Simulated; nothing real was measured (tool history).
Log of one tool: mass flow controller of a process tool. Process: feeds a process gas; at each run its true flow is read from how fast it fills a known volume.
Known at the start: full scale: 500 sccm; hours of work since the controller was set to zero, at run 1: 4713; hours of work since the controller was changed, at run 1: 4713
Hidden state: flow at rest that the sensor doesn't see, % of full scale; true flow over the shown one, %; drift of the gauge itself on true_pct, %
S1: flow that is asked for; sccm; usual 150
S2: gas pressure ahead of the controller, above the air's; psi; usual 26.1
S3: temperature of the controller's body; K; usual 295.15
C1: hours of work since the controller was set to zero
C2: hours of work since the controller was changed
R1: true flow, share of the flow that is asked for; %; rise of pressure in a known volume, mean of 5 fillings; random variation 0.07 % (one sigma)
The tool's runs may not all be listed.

{"run": 1, "day": 0.0, "S1": 150, "S2": 26.1, "S3": 295.15, "C1": 4713, "C2": 4713, "R1": 99.03}
{"run": 2, "day": 11.229, "S1": 150, "S2": 26.1, "S3": 295.15, "C1": 4845, "C2": 4845, "R1": 99.08}
{"run": 3, "day": 25.075, "S1": 150, "S2": 26.1, "S3": 301.15, "C1": 5008, "C2": 5008, "R1": 99.55}
{"run": 4, "day": 37.054, "S1": 150, "S2": 26.1, "S3": 301.15, "C1": 5150, "C2": 5150, "R1": 99.58}
{"run": 5, "day": 46.217, "S1": 150, "S2": 26.1, "S3": 301.15, "C1": 5258, "C2": 5258, "R1": 99.63}
{"run": 6, "day": 52.779, "S1": 150, "S2": 20.7, "S3": 301.15, "C1": 5335, "C2": 5335, "R1": 99.97}
{"run": 7, "day": 64.162, "S1": 473, "S2": 26.1, "S3": 295.15, "C1": 5469, "C2": 5469, "R1": 100.31}
{"run": 8, "day": 72.088, "S1": 473, "S2": 26.1, "S3": 295.15, "C1": 5563, "C2": 5563, "R1": 100.45}
{"run": 9, "day": 85.267, "S1": 473, "S2": 26.1, "S3": 295.15, "C1": 5718, "C2": 5718, "R1": 100.47}
{"run": 10, "day": 95.458, "S1": 150, "S2": 26.1, "S3": 295.15, "C1": 5838, "C2": 5838, "R1": 99.48}
{"run": 11, "day": 102.675, "S1": 371, "S2": 26.1, "S3": 295.15, "C1": 5923, "C2": 5923, "R1": 100.25}
{"run": 12, "day": 113.288, "S1": 150, "S2": 26.1, "S3": 304.15, "C1": 6049, "C2": 6049, "R1": 100.34}
{"run": 13, "day": 119.929, "S1": 150, "S2": 26.1, "S3": 304.15, "C1": 6127, "C2": 6127, "R1": 100.32}
{"day": 123.233, "done": "gauge calibrated"}
{"run": 14, "day": 126.412, "S1": 150, "S2": 26.1, "S3": 295.15, "C1": 6203, "C2": 6203, "R1": 99.1}
{"run": 15, "day": 132.342, "S1": 150, "S2": 26.1, "S3": 295.15, "C1": 6273, "C2": 6273, "R1": 99.11}
{"run": 16, "day": 144.167, "S1": 150, "S2": 26.1, "S3": 295.15, "C1": 6413, "C2": 6413, "R1": 99.23}
{"run": 17, "day": 155.425, "S1": 150, "S2": 26.1, "S3": 295.15, "C1": 6545, "C2": 6545, "R1": 99.27}
{"run": 18, "day": 167.662, "S1": 150, "S2": 26.1, "S3": 295.15, "C1": 6690, "C2": 6690, "R1": 99.31}
{"run": 19, "day": 181.508, "S1": 150, "S2": 26.1, "S3": 295.15, "C1": 6853, "C2": 6853, "R1": 99.35}
{"run": 20, "day": 191.738, "S1": 150, "S2": 23.5, "S3": 295.15, "C1": 6974, "C2": 6974, "R1": 99.57}
{"run": 21, "day": 200.996, "S1": 150, "S2": 26.1, "S3": 295.15, "C1": 7083, "C2": 7083, "R1": 99.52}
{"run": 22, "day": 212.433, "S1": 150, "S2": 26.0, "S3": 295.15, "C1": 7218, "C2": 7218, "R1": 99.77}
{"run": 23, "day": 226.708, "S1": 150, "S2": 26.0, "S3": 295.15, "C1": 7386, "C2": 7386, "R1": 99.73}
{"run": 24, "day": 234.075, "S1": 150, "S2": 26.0, "S3": 295.15, "C1": 7473, "C2": 7473, "R1": 99.68}
{"run": 25, "day": 243.767, "S1": 379, "S2": 20.3, "S3": 296.15, "C1": 7587, "C2": 7587, "R1": 100.63}
{"run": 26, "day": 253.542, "S1": 379, "S2": 30.9, "S3": 312.15, "C1": 7702, "C2": 7702, "R1": 101.27}
{"run": 27, "day": 260.525, "S1": 68, "S2": 26.1, "S3": 298.15, "C1": 7785, "C2": 7785, "R1": 99.91}
{"run": 28, "day": 271.021, "S1": 223, "S2": 33.5, "S3": 306.15, "C1": 7909, "C2": 7909, "R1": 100.67}
{"run": 29, "day": 280.175, "S1": 485, "S2": 35.5, "S3": 300.15, "C1": 8017, "C2": 8017, "R1": 100.93}
{"run": 30, "day": 287.9, "S1": 485, "S2": 29.7, "S3": 300.15, "C1": 8108, "C2": 8108, "R1": 101.06}
{"run": 31, "day": 296.662, "S1": 239, "S2": 29.7, "S3": 300.15, "C1": 8211, "C2": 8211, "R1": 100.72}
{"run": 32, "day": 304.108, "S1": 239, "S2": 29.7, "S3": 300.15, "C1": 8299, "C2": 8299, "R1": 100.62}
{"run": 33, "day": 311.729, "S1": 350, "S2": 26.1, "S3": 295.15, "C1": 8389, "C2": 8389, "R1": 100.81}
{"run": 34, "day": 325.962, "S1": 350, "S2": 26.1, "S3": 295.15, "C1": 8557, "C2": 8557, "R1": 100.98}
{"run": 35, "day": 337.75, "S1": 62, "S2": 26.1, "S3": 303.15, "C1": 8696, "C2": 8696, "R1": 100.67}
{"run": 36, "day": 346.45, "S1": 241, "S2": 29.7, "S3": 307.15, "C1": 8798, "C2": 8798, "R1": 101.2}
{"run": 37, "day": 355.383, "S1": 241, "S2": 29.7, "S3": 307.15, "C1": 8903, "C2": 8903, "R1": 101.45}
{"day": 362.296, "done": "controller's zero set anew"}
{"run": 38, "day": 368.4, "S1": 241, "S2": 29.7, "S3": 307.15, "C1": 72, "C2": 9057, "R1": 101.41}
{"run": 39, "day": 377.354, "S1": 274, "S2": 23.6, "S3": 307.15, "C1": 178, "C2": 9162, "R1": 101.74}
{"run": 40, "day": 387.421, "S1": 143, "S2": 28.6, "S3": 299.15, "C1": 296, "C2": 9281, "R1": 100.85}
{"run": 41, "day": 394.933, "S1": 115, "S2": 21.9, "S3": 309.15, "C1": 385, "C2": 9370, "R1": 101.73}
{"run": 42, "day": 407.817, "S1": 346, "S2": 30.6, "S3": 312.15, "C1": 537, "C2": 9521, "R1": 102.2}
{"run": 43, "day": 414.325, "S1": 113, "S2": 26.1, "S3": 294.15, "C1": 614, "C2": 9598, "R1": 100.79}
{"run": 44, "day": 425.725, "S1": 111, "S2": 30.7, "S3": 294.15, "C1": 748, "C2": 9733, "R1": 100.83}
{"run": 45, "day": 439.304, "S1": 69, "S2": 22.0, "S3": 295.15, "C1": 908, "C2": 9893, "R1": 101.01}
{"run": 46, "day": 453.45, "S1": 122, "S2": 22.8, "S3": 303.15, "C1": 1075, "C2": 10060, "R1": 101.7}
{"run": 47, "day": 462.933, "S1": 150, "S2": 28.7, "S3": 298.15, "C1": 1187, "C2": 10171, "R1": 101.4}
{"run": 48, "day": 474.217, "S1": 150, "S2": 28.7, "S3": 298.15, "C1": 1320, "C2": 10305, "R1": 101.33}

4 ways to go on from here, each from the tool as it stands after run 48. What would each give?
{"run": "A", "day": 485.229, "S1": 150, "S2": 27.1, "S3": 298.15, "C1": 1450, "C2": 10434, "R1": "?"}
{"run": "B", "day": 485.229, "S1": 150, "S2": 25.5, "S3": 298.15, "C1": 1450, "C2": 10434, "R1": "?"}
{"run": "C", "day": 485.229, "S1": 178, "S2": 26.1, "S3": 295.15, "C1": 1450, "C2": 10434, "R1": "?"}
{"run": "D", "day": 485.229, "S1": 58, "S2": 26.1, "S3": 296.15, "C1": 1450, "C2": 10434, "R1": "?"}

run=A R1=101.52
run=B R1=101.59
run=C R1=101.64
run=D R1=101.31
Without the tool's hidden state the same runs would have given:
run=A R1=99.08
run=B R1=99.14
run=C R1=99.19
run=D R1=98.88

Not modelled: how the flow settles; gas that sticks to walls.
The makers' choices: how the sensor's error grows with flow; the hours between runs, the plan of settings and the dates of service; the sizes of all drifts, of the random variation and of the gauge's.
